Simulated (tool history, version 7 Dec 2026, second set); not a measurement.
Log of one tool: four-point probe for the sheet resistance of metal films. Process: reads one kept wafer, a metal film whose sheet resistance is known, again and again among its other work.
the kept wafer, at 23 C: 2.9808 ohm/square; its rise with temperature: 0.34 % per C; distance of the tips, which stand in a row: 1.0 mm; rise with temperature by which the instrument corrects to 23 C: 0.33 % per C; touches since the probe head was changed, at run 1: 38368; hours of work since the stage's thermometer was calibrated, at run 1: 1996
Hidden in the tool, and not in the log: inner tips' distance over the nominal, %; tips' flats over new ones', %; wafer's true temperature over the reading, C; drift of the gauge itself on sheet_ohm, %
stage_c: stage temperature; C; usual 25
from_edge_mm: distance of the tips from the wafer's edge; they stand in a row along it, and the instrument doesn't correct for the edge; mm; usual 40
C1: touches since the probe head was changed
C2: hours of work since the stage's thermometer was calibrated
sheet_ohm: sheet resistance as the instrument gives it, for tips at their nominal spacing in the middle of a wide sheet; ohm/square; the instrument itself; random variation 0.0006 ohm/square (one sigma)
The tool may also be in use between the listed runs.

{"run": 1, "day": 0.0, "stage_c": 25, "from_edge_mm": 40, "C1": 38368, "C2": 1996, "sheet_ohm": 2.989655}
{"run": 2, "day": 3.312, "stage_c": 25, "from_edge_mm": 40, "C1": 40535, "C2": 2029, "sheet_ohm": 2.990189}
{"run": 3, "day": 6.492, "stage_c": 25, "from_edge_mm": 40, "C1": 42614, "C2": 2060, "sheet_ohm": 2.990209}
{"run": 4, "day": 9.929, "stage_c": 25, "from_edge_mm": 40, "C1": 44862, "C2": 2094, "sheet_ohm": 2.989909}
{"run": 5, "day": 13.738, "stage_c": 25, "from_edge_mm": 40, "C1": 47351, "C2": 2132, "sheet_ohm": 2.98983}
{"day": 15.558, "done": "stage's thermometer calibrated"}
{"run": 6, "day": 18.65, "stage_c": 25, "from_edge_mm": 40, "C1": 50551, "C2": 30, "sheet_ohm": 2.987397}
{"run": 7, "day": 21.146, "stage_c": 25, "from_edge_mm": 32, "C1": 52182, "C2": 55, "sheet_ohm": 2.9883}
{"day": 22.954, "done": "stage's thermometer calibrated, once more"}
{"run": 8, "day": 24.733, "stage_c": 25, "from_edge_mm": 32, "C1": 54514, "C2": 18, "sheet_ohm": 2.999844}
{"run": 9, "day": 29.729, "stage_c": 25, "from_edge_mm": 14, "C1": 57782, "C2": 67, "sheet_ohm": 3.006132}
{"run": 10, "day": 33.696, "stage_c": 25, "from_edge_mm": 14, "C1": 60375, "C2": 106, "sheet_ohm": 3.007193}
{"run": 11, "day": 35.854, "stage_c": 25, "from_edge_mm": 14, "C1": 61788, "C2": 127, "sheet_ohm": 3.007328}
{"run": 12, "day": 39.679, "stage_c": 25, "from_edge_mm": 14, "C1": 64290, "C2": 165, "sheet_ohm": 3.007598}
{"run": 13, "day": 43.983, "stage_c": 25, "from_edge_mm": 14, "C1": 67104, "C2": 207, "sheet_ohm": 3.007534}
{"run": 14, "day": 47.375, "stage_c": 25, "from_edge_mm": 14, "C1": 69320, "C2": 241, "sheet_ohm": 3.008328}
{"run": 15, "day": 51.729, "stage_c": 25, "from_edge_mm": 14, "C1": 72169, "C2": 284, "sheet_ohm": 3.009352}
{"run": 16, "day": 54.262, "stage_c": 25, "from_edge_mm": 14, "C1": 73826, "C2": 308, "sheet_ohm": 3.007736}
{"run": 17, "day": 58.771, "stage_c": 34, "from_edge_mm": 9, "C1": 76772, "C2": 353, "sheet_ohm": 3.022213}
{"run": 18, "day": 61.579, "stage_c": 27, "from_edge_mm": 40, "C1": 78609, "C2": 381, "sheet_ohm": 3.002276}
{"run": 19, "day": 63.888, "stage_c": 27, "from_edge_mm": 40, "C1": 80120, "C2": 403, "sheet_ohm": 3.002035}
{"run": 20, "day": 68.121, "stage_c": 27, "from_edge_mm": 40, "C1": 82889, "C2": 445, "sheet_ohm": 3.001149}
{"run": 21, "day": 72.308, "stage_c": 27, "from_edge_mm": 54, "C1": 85626, "C2": 486, "sheet_ohm": 3.002329}
{"run": 22, "day": 75.783, "stage_c": 21, "from_edge_mm": 17, "C1": 87899, "C2": 521, "sheet_ohm": 3.005368}
{"run": 23, "day": 78.4, "stage_c": 20, "from_edge_mm": 3, "C1": 89610, "C2": 546, "sheet_ohm": 3.167718}
{"run": 24, "day": 82.867, "stage_c": 21, "from_edge_mm": 40, "C1": 92530, "C2": 590, "sheet_ohm": 3.000372}
{"run": 25, "day": 84.962, "stage_c": 21, "from_edge_mm": 40, "C1": 93901, "C2": 611, "sheet_ohm": 3.001015}
{"run": 26, "day": 88.975, "stage_c": 21, "from_edge_mm": 40, "C1": 96526, "C2": 650, "sheet_ohm": 3.000601}
{"run": 27, "day": 94.017, "stage_c": 21, "from_edge_mm": 40, "C1": 99822, "C2": 700, "sheet_ohm": 3.00129}
{"run": 28, "day": 98.096, "stage_c": 25, "from_edge_mm": 43, "C1": 102488, "C2": 740, "sheet_ohm": 3.002815}
{"run": 29, "day": 100.883, "stage_c": 25, "from_edge_mm": 39, "C1": 104311, "C2": 768, "sheet_ohm": 3.003064}
{"run": 30, "day": 104.442, "stage_c": 22, "from_edge_mm": 29, "C1": 106639, "C2": 803, "sheet_ohm": 3.004692}
{"run": 31, "day": 108.371, "stage_c": 22, "from_edge_mm": 29, "C1": 109209, "C2": 842, "sheet_ohm": 3.003661}
{"run": 32, "day": 110.788, "stage_c": 19, "from_edge_mm": 16, "C1": 110788, "C2": 865, "sheet_ohm": 3.006751}

Measured less the same run without the tool's hidden state. The same run-to-run variation is in both; the gauge's scatter may not be:
run=1 sheet_ohm=+0.007301
run=2 sheet_ohm=+0.007458
run=3 sheet_ohm=+0.007657
run=4 sheet_ohm=+0.00782
run=5 sheet_ohm=+0.008033
run=6 sheet_ohm=+0.005451
run=7 sheet_ohm=+0.005591
run=8 sheet_ohm=+0.016752
run=9 sheet_ohm=+0.017017
run=10 sheet_ohm=+0.01721
run=11 sheet_ohm=+0.017325
run=12 sheet_ohm=+0.017497
run=13 sheet_ohm=+0.017734
run=14 sheet_ohm=+0.017921
run=15 sheet_ohm=+0.018139
run=16 sheet_ohm=+0.018257
run=17 sheet_ohm=+0.018583
run=18 sheet_ohm=+0.018575
run=19 sheet_ohm=+0.018684
run=20 sheet_ohm=+0.018896
run=21 sheet_ohm=+0.019122
run=22 sheet_ohm=+0.019272
run=23 sheet_ohm=+0.02033
run=24 sheet_ohm=+0.019592
run=25 sheet_ohm=+0.019694
run=26 sheet_ohm=+0.019883
run=27 sheet_ohm=+0.020155
run=28 sheet_ohm=+0.020396
run=29 sheet_ohm=+0.020523
run=30 sheet_ohm=+0.020708
run=31 sheet_ohm=+0.020947
run=32 sheet_ohm=+0.02104

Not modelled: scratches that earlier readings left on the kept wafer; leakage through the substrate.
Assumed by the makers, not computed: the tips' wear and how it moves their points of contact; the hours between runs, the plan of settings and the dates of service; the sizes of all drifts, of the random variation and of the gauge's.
